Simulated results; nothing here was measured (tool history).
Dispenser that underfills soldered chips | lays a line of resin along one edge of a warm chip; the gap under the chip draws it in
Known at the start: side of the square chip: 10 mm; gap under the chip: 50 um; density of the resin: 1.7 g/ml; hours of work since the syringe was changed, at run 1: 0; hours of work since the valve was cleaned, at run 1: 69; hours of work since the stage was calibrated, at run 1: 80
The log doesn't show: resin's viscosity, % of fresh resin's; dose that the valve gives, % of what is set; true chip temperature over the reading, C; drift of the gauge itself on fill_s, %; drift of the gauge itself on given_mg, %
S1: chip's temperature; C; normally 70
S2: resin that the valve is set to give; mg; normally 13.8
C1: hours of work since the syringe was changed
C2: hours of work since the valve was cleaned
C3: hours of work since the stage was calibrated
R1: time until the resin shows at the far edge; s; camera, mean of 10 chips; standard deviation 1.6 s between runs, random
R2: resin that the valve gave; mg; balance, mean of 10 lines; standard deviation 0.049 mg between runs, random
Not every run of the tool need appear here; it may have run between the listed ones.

run,hour,S1,S2,C1,C2,C3,R1,R2
1,0,70,13.8,0,69,80,163.1,13.14
2,4.7,70,13.8,3,72,83,185.9,13.07
3,7.3,83,13.8,5,74,85,109.4,13.09
# hour 10.5: new syringe of resin
4,12.9,70,13.8,2,78,89,177.6,13.08
5,15.2,70,14.9,4,80,91,185.9,14.04
6,19.2,68,14.9,6,83,94,228.9,14.03
# hour 21: new syringe of resin
7,23.7,68,14.9,2,86,97,196.8,14.08
8,28.5,68,14.9,6,90,100,222.7,13.9
# hour 31.3: new syringe of resin
9,31.6,68,14.9,0,92,103,185.8,13.97
# hour 36.1: dispensing valve cleaned and set on the balance
10,37.2,68,14.9,4,1,106,210,14.91
# hour 42.5: new syringe of resin
11,42.5,77,13.8,0,5,110,119.9,13.72
12,44.8,77,13.8,2,6,111,122.5,13.74
13,50.2,77,13.8,6,10,115,144.8,13.76
# hour 53: new syringe of resin
14,54.2,64,13.8,1,13,118,229.7,13.65
15,59.1,64,13.8,5,17,122,271.5,13.54
16,62.4,64,13.8,7,19,124,295.5,13.6
# hour 63.2: new syringe of resin
17,66.7,64,13.8,3,22,127,245.8,13.67
18,70.9,83,13.8,6,25,130,111.2,13.54
# hour 73.5: new syringe of resin
19,76.5,83,13.8,2,29,134,98.1,13.54
20,80.6,56,14,5,32,137,407.6,13.56
21,83.3,58,13.8,7,34,139,402.6,13.51
# hour 83.9: new syringe of resin
22,88.3,69,13.5,3,38,143,198.7,13.17
23,93.4,63,17.3,7,41,147,303.9,16.73
# hour 94.1: new syringe of resin
24,96.3,63,17.3,2,43,149,250.8,16.83
25,98.6,63,17.3,3,45,150,267.9,16.75
26,101.8,63,17.3,6,48,153,287.4,16.67
# hour 104.5: new syringe of resin
27,105.1,63,17.3,0,50,155,236.7,16.56
28,108.3,82,17,3,52,157,102.7,16.26
29,112.6,82,17,6,55,161,116.4,16.26
# hour 114.9: new syringe of resin
30,116.2,70,17,1,58,163,175.3,16.36
31,121.3,70,17,5,62,167,199.3,16.17
# hour 125.3: new syringe of resin
32,125.6,70,17,0,64,170,173.3,16.22
33,128.8,70,12.3,3,67,172,196.8,11.67
34,133.4,70,17.3,6,70,176,213.5,16.46
# hour 135.8: new syringe of resin
35,137,77,17.3,1,73,178,123.7,16.42

Here are 4 independent what-if runs from the current tool condition. What would each one return?
A,141,84,13,4,76,181,?,?
B,141,75,12.2,4,76,181,?,?
C,141,83,17.3,4,76,181,?,?
D,141,77,17.2,4,76,181,?,?

run,R1,R2
A,102.9,12.3
B,157.7,11.46
C,104.8,16.35
D,134.1,16.26
The same runs, with their run-to-run variation unchanged, on a tool lacking any hidden condition would have given:
run,R1,R2
A,84.1,13.02
B,128,12.14
C,86.2,17.31
D,110.1,17.22
